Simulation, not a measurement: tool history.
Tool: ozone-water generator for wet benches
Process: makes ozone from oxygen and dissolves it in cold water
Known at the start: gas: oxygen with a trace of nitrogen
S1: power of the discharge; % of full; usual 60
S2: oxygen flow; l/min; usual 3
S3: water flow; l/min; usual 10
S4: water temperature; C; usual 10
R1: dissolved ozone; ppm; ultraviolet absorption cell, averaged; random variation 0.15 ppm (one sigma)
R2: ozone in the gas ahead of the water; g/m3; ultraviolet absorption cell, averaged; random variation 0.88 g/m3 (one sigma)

run	hour	S1	S2	S3	S4	R1	R2
1	0	60	3	10	10	17.2	142.8
2	30.3	60	3	10	10	17.4	144
3	48.4	60	3	10	10	17.3	142.2
4	68.2	60	3	10	10	17.2	144.5
5	93.4	60	3	10	10	17.4	143.7
6	124.3	60	3	10	10	17.2	145
7	143	60	3	10	10	17.2	143.2
8	169.3	60	3	10	10	17.1	142.8
9	192.1	60	3	10	10	17.3	143.2
10	214.1	60	3	10	7	18	141.1
11	235.2	60	3	10	7	17.8	144.3
12	257.5	68	3	10	10	19.2	158.8
13	282.7	68	3	10	10	19.1	160
14	305.4	60	3	10	10	17.6	143.7
15	320.8	60	1.79	10	10	16.2	186.6
16	334.9	60	1.79	10	10	16.4	187.4
17	357.4	60	1.79	10	10	16	187.7
18	383.4	81	3	8	6	28.6	183.3
19	409.7	47	4.5	10	8	14.7	95.5
20	428	47	4.5	10	8	14.7	96.4
21	440.8	60	3	10	10	17.1	143.8
22	457.2	60	3	10	10	17.1	142.7
23	478.6	86	3	10	16	21.2	189.5
24	510	60	3	9	10	19.1	143.3
25	524.4	87	2.79	10	10	23	201.1
26	554.3	86	3	10	10	23	191.1
27	572.2	73	3	7	10	27.6	167.3

Run 28 comes next. What will it give?
28	585.6	73	4.17	15	10	?	?

{"run 28": {"R1": 13.8, "R2": 139.7}}
Without the tool's hidden state the same run would have given R1 14.5 ppm, R2 140.7 g/m3.
